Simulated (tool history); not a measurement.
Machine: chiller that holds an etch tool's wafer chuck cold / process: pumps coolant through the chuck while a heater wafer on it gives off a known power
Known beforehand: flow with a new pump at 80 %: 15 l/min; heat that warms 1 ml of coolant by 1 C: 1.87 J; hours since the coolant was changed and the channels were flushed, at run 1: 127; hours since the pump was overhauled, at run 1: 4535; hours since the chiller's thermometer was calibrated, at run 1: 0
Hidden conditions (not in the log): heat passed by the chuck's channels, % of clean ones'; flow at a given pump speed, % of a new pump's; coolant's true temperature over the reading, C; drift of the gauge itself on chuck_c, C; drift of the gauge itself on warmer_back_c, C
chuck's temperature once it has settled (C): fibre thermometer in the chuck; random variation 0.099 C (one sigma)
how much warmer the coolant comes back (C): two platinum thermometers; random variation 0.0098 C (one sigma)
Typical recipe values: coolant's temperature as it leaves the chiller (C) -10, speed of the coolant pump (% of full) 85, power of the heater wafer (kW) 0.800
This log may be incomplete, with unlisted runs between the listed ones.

run,hour,coolant's temperature as it leaves the chiller (C),speed of the coolant pump (% of full),power of the heater wafer (kW),hours since the coolant was changed and the channels were flushed,hours since the pump was overhauled,hours since the chiller's thermometer was calibrated,chuck's temperature once it has settled (C),how much warmer the coolant comes back (C)
1,0.0,-10,85,0.800,127,4535,0,-4.29,1.738
2,59.0,-10,85,0.800,186,4594,59,-4.33,1.738
3,111.3,-10,85,0.800,238,4646,111,-4.30,1.732
4,189.6,-10,85,0.800,316,4724,190,-4.09,1.760
5,298.7,-10,85,0.800,425,4834,299,-4.04,1.743
6,380.9,-10,85,0.800,508,4916,381,-3.90,1.758
7,433.1,-10,85,0.800,560,4968,433,-4.21,1.764
8,508.4,-10,85,0.800,635,5043,508,-4.03,1.750
9,610.1,-10,85,0.800,737,5145,610,-4.05,1.768
10,663.1,-10,85,0.800,790,5198,663,-4.05,1.758
11,718.1,-10,85,0.800,845,5253,718,-3.84,1.762
12,773.1,-10,85,0.800,900,5308,773,-3.83,1.775
# hour 830.4: coolant pump overhauled
13,871.0,-10,85,0.800,993,41,866,-4.19,1.605
14,987.7,-16,85,1.082,1109,157,983,-8.14,2.181
15,1050.7,-16,85,1.082,1172,220,1046,-8.18,2.195
16,1133.8,-13,92,0.965,1255,303,1129,-6.14,1.810
17,1194.5,-10,85,0.795,1316,364,1189,-4.05,1.594
18,1253.3,-10,99,0.573,1375,423,1248,-5.98,0.978
19,1353.2,-10,75,0.800,1475,523,1348,-3.50,1.828
20,1468.3,-9,83,0.442,1590,638,1463,-5.47,0.931
21,1562.1,-14,66,0.800,1684,732,1557,-6.74,2.109
22,1665.6,-14,66,0.800,1787,835,1661,-6.75,2.104
23,1741.3,-14,66,0.800,1863,911,1736,-6.73,2.110
24,1806.6,-14,81,0.565,1928,976,1802,-9.25,1.226
25,1908.0,-14,81,0.565,2030,1078,1903,-9.11,1.213

5 options for the next run, each taken on its own from the tool as it stands now. Forecast them:
A,1979.2,-10,85,0.802,2101,1149,1974,?,?
B,1979.2,-9,63,0.818,2101,1149,1974,?,?
C,1979.2,-4,85,1.116,2101,1149,1974,?,?
D,1979.2,-1,84,0.565,2101,1149,1974,?,?
E,1979.2,-8,67,1.028,2101,1149,1974,?,?

run,chuck's temperature once it has settled (C),how much warmer the coolant comes back (C)
A,-3.57,1.646
B,-1.19,2.249
C,4.88,2.305
D,3.63,1.193
E,1.50,2.675
What these runs would have given with no unlogged condition in the tool:
run,chuck's temperature once it has settled (C),how much warmer the coolant comes back (C)
A,-4.77,1.612
B,-2.51,2.202
C,3.43,2.257
D,2.62,1.169
E,0.01,2.620
